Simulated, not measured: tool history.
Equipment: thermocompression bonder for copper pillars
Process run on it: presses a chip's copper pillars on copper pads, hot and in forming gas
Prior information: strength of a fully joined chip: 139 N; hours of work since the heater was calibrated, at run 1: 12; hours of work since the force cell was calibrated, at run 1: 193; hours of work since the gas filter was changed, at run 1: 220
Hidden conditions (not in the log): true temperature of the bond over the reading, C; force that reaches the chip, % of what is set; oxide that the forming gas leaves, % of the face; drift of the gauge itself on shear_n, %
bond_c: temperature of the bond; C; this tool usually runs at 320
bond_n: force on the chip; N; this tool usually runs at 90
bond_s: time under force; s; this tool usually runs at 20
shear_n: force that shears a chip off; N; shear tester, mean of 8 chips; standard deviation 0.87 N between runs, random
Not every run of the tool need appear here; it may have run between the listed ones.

run	day	bond_c	bond_n	bond_s	hours of work since the heater was calibrated	hours of work since the force cell was calibrated	hours of work since the gas filter was changed	shear_n
1	0.000	320	90	20	12	193	220	81.6
2	0.238	320	90	20	15	196	223	81.2
3	0.512	320	90	20	18	199	226	81.4
4	0.917	320	82	20	23	204	231	75.9
5	1.146	320	82	20	26	207	234	75.4
6	1.421	320	82	20	30	211	238	75.1
7	1.654	320	82	20	33	214	241	77.2
8	2.096	346	90	20	38	219	246	98.7
9	2.379	346	90	20	42	223	250	98.8
10	2.796	346	90	20	47	228	255	98.1
11	3.208	346	90	22	52	234	261	98.5
12	3.488	346	90	22	56	237	264	101.1
13	3.908	346	90	22	61	242	270	99.4
14	4.229	320	90	14	65	247	274	72.9
15	4.521	320	90	14	69	250	277	73.0
16	4.862	320	90	14	73	255	282	73.0
17	5.304	320	90	14	79	260	287	73.2
18	5.688	320	90	14	84	265	292	71.6
19	5.912	320	90	26	87	268	295	86.5
20	6.162	325	93	26	90	271	298	91.7
21	6.383	301	93	18	93	274	301	66.9
22	6.575	311	90	20	95	276	303	72.9
23	6.833	318	65	17	98	280	307	56.0
24	7.267	320	61	20	104	285	312	58.0
25	7.517	320	90	30	107	288	315	90.1
26	7.825	320	99	16	111	292	319	82.6
27	8.038	320	99	16	114	295	322	82.9
28	8.462	320	99	16	119	300	327	80.4
29	8.846	320	90	30	124	305	332	90.0
30	9.242	333	115	28	129	310	337	108.0
31	9.479	325	80	20	132	313	340	75.3
32	9.871	325	80	20	137	318	345	75.7
33	10.292	315	74	20	142	324	351	63.4
34	10.750	315	74	20	148	329	356	64.6
35	11.171	320	90	25	153	335	362	85.7
36	11.467	320	90	25	157	338	366	85.9

What if the next run were any one of these 3? Each begins from the tool's condition after run 36:
A	11.758	330	90	25	161	342	369	?
B	11.758	338	90	25	161	342	369	?
C	11.758	320	80	25	161	342	369	?

run	shear_n
A	91.8
B	96.7
C	77.1
Had the tool no hidden state, the same runs would have come out as:
run	shear_n
A	97.4
B	102.8
C	81.5
